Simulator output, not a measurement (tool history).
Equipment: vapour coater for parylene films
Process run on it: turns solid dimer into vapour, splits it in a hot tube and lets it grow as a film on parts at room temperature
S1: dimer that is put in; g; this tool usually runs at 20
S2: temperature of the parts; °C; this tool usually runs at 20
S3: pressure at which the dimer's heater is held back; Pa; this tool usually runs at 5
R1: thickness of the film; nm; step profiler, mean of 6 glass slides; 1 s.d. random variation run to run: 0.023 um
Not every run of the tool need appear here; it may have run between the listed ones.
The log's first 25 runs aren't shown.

Run 26, hour 797.6: usual settings but S2 22 °C, S3 4.88 Pa. Result: R1 2880 nm.
Run 27, hour 832.7: usual settings but S1 23 g, S3 4.02 Pa. Result: R1 3560 nm.
Run 28, hour 864.7: usual settings but S1 9 g, S2 21 °C. Result: R1 1290 nm.
Run 29, hour 886.2: usual settings but S1 8 g, S2 12 °C, S3 3.73 Pa. Result: R1 1530 nm.
Run 30, hour 924.5: usual settings but S1 8 g, S2 12 °C, S3 3.73 Pa. Result: R1 1540 nm.
Run 31, hour 961.2: usual settings but S1 8 g, S2 12 °C, S3 3.73 Pa. Result: R1 1500 nm.
At hour 995.1: table's thermometer calibrated.
Run 32, hour 1002: usual settings but S1 33 g. Result: R1 4850 nm.
Run 33, hour 1022.8: usual settings but S1 33 g. Result: R1 4810 nm.
Run 34, hour 1061.3: usual settings but S1 33 g. Result: R1 4740 nm.
Run 35, hour 1081.5: usual settings but S1 33 g. Result: R1 4740 nm.
Run 36, hour 1119.6: usual settings but S1 35 g, S2 21 °C. Result: R1 4860 nm.
Run 37, hour 1148.3: usual settings but S1 35 g, S2 21 °C. Result: R1 4800 nm.
Run 38, hour 1169: usual settings but S1 35 g, S2 21 °C, S3 8.07 Pa. Result: R1 4460 nm.
At hour 1197.1: trap's valve overhauled.
Run 39, hour 1202.2: usual settings but S1 35 g, S2 22 °C, S3 3.36 Pa. Result: R1 5520 nm.
Run 40, hour 1240.4: usual settings but S1 35 g, S2 22 °C, S3 3.36 Pa. Result: R1 5500 nm.
Run 41, hour 1278.2: usual settings but S1 35 g, S2 22 °C, S3 3.36 Pa. Result: R1 5420 nm.
Run 42, hour 1312.4: usual settings but S1 35 g, S2 22 °C, S3 9.86 Pa. Result: R1 4600 nm.
Run 43, hour 1330.4: usual settings but S1 35 g, S2 16 °C, S3 9.86 Pa. Result: R1 5440 nm.

Predict each of these 4 candidate next runs independently; none follows another, all start after run 43:
Run A, hour 1361: usual settings but S2 30 °C. Result: R1 ?.
Run B, hour 1361: usual settings but S1 35 g, S2 18 °C, S3 6.4 Pa. Result: R1 ?.
Run C, hour 1361: usual settings but S1 12 g, S2 15 °C. Result: R1 ?.
Run D, hour 1361: usual settings but S1 35 g, S2 32 °C, S3 9.86 Pa. Result: R1 ?.

run    R1
  A  2270
  B  5410
  C  2110
  D  3400
Without the tool's hidden state the same runs would have given:
run    R1
  A  2380
  B  5680
  C  2210
  D  3570

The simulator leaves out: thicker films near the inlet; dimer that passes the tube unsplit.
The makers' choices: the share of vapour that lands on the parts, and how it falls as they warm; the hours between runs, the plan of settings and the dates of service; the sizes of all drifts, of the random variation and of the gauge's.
